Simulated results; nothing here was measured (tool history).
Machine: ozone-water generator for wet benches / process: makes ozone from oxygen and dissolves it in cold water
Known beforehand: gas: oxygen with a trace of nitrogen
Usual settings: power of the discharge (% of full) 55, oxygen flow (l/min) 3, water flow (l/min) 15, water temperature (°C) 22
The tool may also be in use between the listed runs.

| run | hour | power of the discharge (% of full) | oxygen flow (l/min) | water flow (l/min) | water temperature (°C) | dissolved ozone (ppm) | ozone in the gas ahead of the water (g/m3) |
|---|---|---|---|---|---|---|---|
| 1 | 0 | 55 | 3 | 15 | 22 | 11 | 129.1 |
| 2 | 59.7 | 55 | 2.81 | 15 | 22 | 11 | 134.2 |
| 3 | 119.3 | 55 | 3 | 15 | 22 | 10.6 | 126.8 |
| 4 | 181.9 | 55 | 3 | 15 | 22 | 10.9 | 128.2 |
| 5 | 212.3 | 55 | 3 | 15 | 22 | 10.8 | 127 |
| 6 | 258.9 | 55 | 3 | 15 | 22 | 10.9 | 126.7 |
| 7 | 302.1 | 55 | 3 | 15 | 22 | 10.9 | 127.1 |
| 8 | 376.7 | 55 | 3 | 15 | 24 | 10.6 | 125.7 |
| 9 | 412.2 | 55 | 3 | 15 | 24 | 10.4 | 126.4 |
| 10 | 449.7 | 55 | 3 | 15 | 22 | 10.8 | 126.5 |
| 11 | 506.1 | 55 | 3 | 15 | 22 | 10.7 | 127.6 |
| 12 | 536.8 | 55 | 3 | 15 | 22 | 10.5 | 126.1 |
| 13 | 596.7 | 55 | 3 | 15 | 22 | 10.7 | 126.6 |
| 14 | 633.8 | 55 | 3 | 15 | 22 | 10.6 | 124.9 |
| 15 | 705.5 | 43 | 3 | 15 | 22 | 9 | 105.3 |
| 16 | 780.1 | 74 | 4.16 | 24 | 23 | 7.8 | 121.3 |
| 17 | 829.5 | 74 | 4.16 | 24 | 23 | 8 | 122.6 |
| 18 | 887.7 | 74 | 4.16 | 24 | 23 | 7.7 | 123 |
| 19 | 955 | 90 | 5.25 | 21 | 23 | 9.9 | 119 |
| 20 | 1019 | 90 | 5.25 | 21 | 23 | 9.8 | 118.3 |
| 21 | 1059.5 | 92 | 3 | 12 | 22 | 17.5 | 173.7 |
| 22 | 1113.2 | 75 | 3 | 10 | 15 | 19.8 | 151.4 |
| 23 | 1169.9 | 55 | 2.24 | 13 | 22 | 12.1 | 150.4 |
| 24 | 1218.7 | 55 | 2.24 | 13 | 22 | 12.2 | 150 |

Predict the results of run 25:
| 25 | 1287.2 | 55 | 2.24 | 13 | 22 | ? | ? |

dissolved ozone (ppm): 11.8
ozone in the gas ahead of the water (g/m3): 148
With no hidden state in the tool, this same run would have given dissolved ozone (ppm) 14.8, ozone in the gas ahead of the water (g/m3) 167.3.

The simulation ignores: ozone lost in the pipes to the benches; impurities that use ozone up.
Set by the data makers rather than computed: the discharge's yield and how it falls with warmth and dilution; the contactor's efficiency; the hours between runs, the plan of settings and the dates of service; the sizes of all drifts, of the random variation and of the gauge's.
